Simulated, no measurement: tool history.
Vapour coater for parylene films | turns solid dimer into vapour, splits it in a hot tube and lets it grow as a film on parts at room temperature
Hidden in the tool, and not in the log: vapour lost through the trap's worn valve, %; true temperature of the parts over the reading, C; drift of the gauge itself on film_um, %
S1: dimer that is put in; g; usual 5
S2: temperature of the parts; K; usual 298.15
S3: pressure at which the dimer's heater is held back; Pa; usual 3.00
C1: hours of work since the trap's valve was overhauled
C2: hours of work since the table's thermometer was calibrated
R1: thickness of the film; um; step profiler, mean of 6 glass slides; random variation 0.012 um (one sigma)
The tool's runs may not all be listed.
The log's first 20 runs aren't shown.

run	hour	S1	S2	S3	C1	C2	R1
21	786.2	5	298.15	3.00	57	747	1.88
22	812.5	5	298.15	3.00	75	764	1.86
23	865.3	5	308.15	3.00	111	800	1.49
24	927.6	5	308.15	3.00	153	842	1.46
25	956.7	5	308.15	3.00	173	862	1.47
26	1003.8	2	293.15	3.00	205	894	0.81
# hour 1062.4: trap's valve overhauled
27	1067.6	2	293.15	3.00	4	934	0.88
# hour 1081.2: table's thermometer calibrated
28	1122.8	5	292.15	3.00	40	28	2.14
29	1153.6	3	290.15	2.57	61	49	1.28
30	1195.5	3	290.15	2.57	89	77	1.26
31	1238.0	5	298.15	3.56	118	106	1.76
32	1284.0	5	297.15	3.56	149	137	1.75
33	1327.2	5	302.15	3.00	179	167	1.62
34	1362.1	5	302.15	3.00	202	190	1.60
# hour 1425.2: trap's valve overhauled
35	1426.7	5	308.15	2.14	1	231	1.62
36	1463.9	4	308.15	2.55	26	256	1.24
37	1491.1	4	308.15	2.55	45	275	1.23
38	1534.5	6	299.15	3.00	74	304	2.16
39	1593.5	6	299.15	3.00	114	344	2.15
40	1634.9	3	297.15	10.07	142	372	0.84
41	1663.2	3	297.15	10.07	161	391	0.85
42	1690.8	5	308.15	3.00	180	410	1.44

Run 43 comes next. What will it give?
43	1724.3	5	296.15	3.70	203	433	?

{"run 43": {"R1": 1.78}}
Without the tool's hidden state the same run would have given R1 1.90 um.

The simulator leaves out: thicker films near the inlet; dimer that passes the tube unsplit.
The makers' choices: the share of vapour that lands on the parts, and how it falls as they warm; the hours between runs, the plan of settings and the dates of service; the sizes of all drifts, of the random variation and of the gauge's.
